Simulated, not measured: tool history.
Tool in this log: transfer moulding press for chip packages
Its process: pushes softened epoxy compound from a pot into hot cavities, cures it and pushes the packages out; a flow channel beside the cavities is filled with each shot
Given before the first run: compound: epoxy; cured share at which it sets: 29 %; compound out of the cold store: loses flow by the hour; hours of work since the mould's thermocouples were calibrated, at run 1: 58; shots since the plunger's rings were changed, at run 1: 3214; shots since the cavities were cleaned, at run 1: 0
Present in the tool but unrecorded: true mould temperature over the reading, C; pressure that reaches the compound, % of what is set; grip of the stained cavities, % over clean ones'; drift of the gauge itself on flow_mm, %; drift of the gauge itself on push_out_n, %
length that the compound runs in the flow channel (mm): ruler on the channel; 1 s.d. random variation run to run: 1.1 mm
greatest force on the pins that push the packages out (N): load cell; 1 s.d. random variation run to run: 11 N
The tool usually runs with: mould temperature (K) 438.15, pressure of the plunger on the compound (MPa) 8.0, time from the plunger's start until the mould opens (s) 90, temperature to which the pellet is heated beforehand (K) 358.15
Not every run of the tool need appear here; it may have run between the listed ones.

run   hour  mould temperature (K)  pressure of the plunger on the compound (MPa)  time from the plunger's start until the mould opens (s)  temperature to which the pellet is heated beforehand (K)  hours of work since the mould's thermocouples were calibrated  shots since the plunger's rings were changed  shots since the cavities were cleaned  incoming compound's hours out of the cold store  length that the compound runs in the flow channel (mm)  greatest force on the pins that push the packages out (N)
  1    0.0                 438.15                                            8.0                                                       90                                                    358.15                                                             58                                          3214                                      0                                             12.3                                                     514                                                        511
  2   53.2                 438.15                                            8.0                                                       90                                                    358.15                                                             89                                          3865                                    651                                             46.2                                                     456                                                        825
      58.1  -- cavities cleaned with cleaning compound and waxed
      99.0  -- plunger's sealing rings changed
  3  112.0                 438.15                                            8.0                                                       90                                                    358.15                                                            121                                           159                                    629                                             44.7                                                     476                                                        839
     118.8  -- cavities cleaned with cleaning compound and waxed
  4  171.2                 438.15                                            8.0                                                       90                                                    358.15                                                            155                                           866                                    642                                             10.3                                                     527                                                        886
     175.6  -- cavities cleaned with cleaning compound and waxed
     233.2  -- cavities cleaned with cleaning compound and waxed
  5  233.2                 438.15                                            8.0                                                       90                                                    358.15                                                            189                                          1588                                      0                                             42.7                                                     470                                                        470
     292.6  -- cavities cleaned with cleaning compound and waxed
  6  297.7                 438.15                                            8.0                                                       90                                                    358.15                                                            226                                          2360                                     64                                             39.4                                                     471                                                        545
     348.9  -- cavities cleaned with cleaning compound and waxed
  7  364.0                 438.15                                            8.0                                                       90                                                    358.15                                                            264                                          3152                                    184                                             24.5                                                     492                                                        657
     408.1  -- cavities cleaned with cleaning compound and waxed
  8  414.6                 430.15                                            9.4                                                      121                                                    358.15                                                            292                                          3754                                     80                                             45.0                                                     515                                                        530

For run 9, what comes out?
     465.5  -- plunger's sealing rings changed
     467.0  -- cavities cleaned with cleaning compound and waxed
  9  483.7                 435.15                                            8.0                                                      127                                                    358.15                                                            330                                           205                                    205                                             34.8                                                       ?                                                          ?

length that the compound runs in the flow channel (mm): 496
greatest force on the pins that push the packages out (N): 471
Were there no unlogged condition in the tool, this run, its random variation unchanged, would have produced length that the compound runs in the flow channel (mm) 497, greatest force on the pins that push the packages out (N) 347.
